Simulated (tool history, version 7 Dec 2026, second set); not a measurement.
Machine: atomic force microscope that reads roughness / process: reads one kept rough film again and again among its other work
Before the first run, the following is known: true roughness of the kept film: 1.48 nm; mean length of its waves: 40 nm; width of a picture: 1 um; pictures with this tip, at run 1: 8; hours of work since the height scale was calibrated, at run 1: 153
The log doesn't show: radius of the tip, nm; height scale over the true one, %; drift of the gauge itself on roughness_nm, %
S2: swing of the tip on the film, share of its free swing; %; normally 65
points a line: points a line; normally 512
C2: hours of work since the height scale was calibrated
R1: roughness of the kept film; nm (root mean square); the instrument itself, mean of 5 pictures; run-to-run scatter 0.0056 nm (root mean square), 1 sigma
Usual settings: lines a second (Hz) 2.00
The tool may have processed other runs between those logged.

Run 1, hour 0.0: usual settings; pictures with this tip 8; C2 153. Result: R1 1.300 nm (root mean square).
Run 2, hour 19.5: usual settings but S2 75 %; pictures with this tip 24; C2 161. Result: R1 1.212 nm (root mean square).
Run 3, hour 42.6: usual settings but S2 75 %; pictures with this tip 44; C2 171. Result: R1 1.199 nm (root mean square).
Run 4, hour 68.2: usual settings but S2 71 %; pictures with this tip 66; C2 181. Result: R1 1.238 nm (root mean square).
Run 5, hour 97.5: usual settings but S2 71 %; pictures with this tip 91; C2 194. Result: R1 1.209 nm (root mean square).
At hour 103.3: new tip fitted.
Run 6, hour 116.8: usual settings; pictures with this tip 11; C2 201. Result: R1 1.308 nm (root mean square).
Run 7, hour 145.6: usual settings but lines a second (Hz) 0.93; pictures with this tip 36; C2 213. Result: R1 1.354 nm (root mean square).
Run 8, hour 164.1: usual settings but lines a second (Hz) 0.93; pictures with this tip 52; C2 221. Result: R1 1.349 nm (root mean square).
Run 9, hour 187.1: usual settings but lines a second (Hz) 0.93; pictures with this tip 71; C2 231. Result: R1 1.341 nm (root mean square).
Run 10, hour 204.8: usual settings but lines a second (Hz) 0.93; pictures with this tip 86; C2 238. Result: R1 1.329 nm (root mean square).
At hour 216.7: new tip fitted.
Run 11, hour 224.7: usual settings but lines a second (Hz) 0.93; pictures with this tip 7; C2 246. Result: R1 1.365 nm (root mean square).
Run 12, hour 256.8: usual settings but S2 55 %; pictures with this tip 35; C2 259. Result: R1 1.346 nm (root mean square).
Run 13, hour 284.6: usual settings but lines a second (Hz) 0.86, S2 76 %, points a line 996; pictures with this tip 58; C2 271. Result: R1 1.315 nm (root mean square).
Run 14, hour 311.0: usual settings but lines a second (Hz) 0.86, S2 76 %, points a line 996; pictures with this tip 81; C2 282. Result: R1 1.295 nm (root mean square).
At hour 327.9: new tip fitted.
Run 15, hour 327.9: usual settings but points a line 315; pictures with this tip 0; C2 289. Result: R1 1.305 nm (root mean square).
Run 16, hour 362.1: usual settings but lines a second (Hz) 1.98, S2 67 %, points a line 637; pictures with this tip 29; C2 303. Result: R1 1.279 nm (root mean square).
Run 17, hour 381.4: usual settings but lines a second (Hz) 1.98, S2 67 %, points a line 637; pictures with this tip 46; C2 311. Result: R1 1.260 nm (root mean square).
Run 18, hour 400.9: usual settings but lines a second (Hz) 0.66, S2 67 %, points a line 646; pictures with this tip 62; C2 319. Result: R1 1.339 nm (root mean square).
Run 19, hour 424.0: usual settings but lines a second (Hz) 1.37, points a line 298; pictures with this tip 82; C2 329. Result: R1 1.295 nm (root mean square).

Predict each of these 5 candidate next runs independently; none follows another, all start after run 19:
At hour 441.3: new tip fitted.
Run A, hour 443.9: usual settings but lines a second (Hz) 2.74, points a line 298; pictures with this tip 3; C2 337. Result: R1 ?.
At hour 441.3: new tip fitted.
Run B, hour 443.9: usual settings but S2 79 %, points a line 372; pictures with this tip 3; C2 337. Result: R1 ?.
At hour 441.3: new tip fitted.
Run C, hour 443.9: usual settings but lines a second (Hz) 1.37, S2 81 %, points a line 440; pictures with this tip 3; C2 337. Result: R1 ?.
At hour 441.3: new tip fitted.
Run D, hour 443.9: usual settings but lines a second (Hz) 1.32, S2 80 %, points a line 298; pictures with this tip 3; C2 337. Result: R1 ?.
At hour 441.3: new tip fitted.
Run E, hour 443.9: usual settings but lines a second (Hz) 0.78, S2 61 %, points a line 310; pictures with this tip 3; C2 337. Result: R1 ?.

run     R1
  A  1.253
  B  1.178
  C  1.224
  D  1.248
  E  1.386
With the hidden condition removed and each run's random variation left untouched, the same runs would have given:
run     R1
  A  1.259
  B  1.183
  C  1.230
  D  1.254
  E  1.392
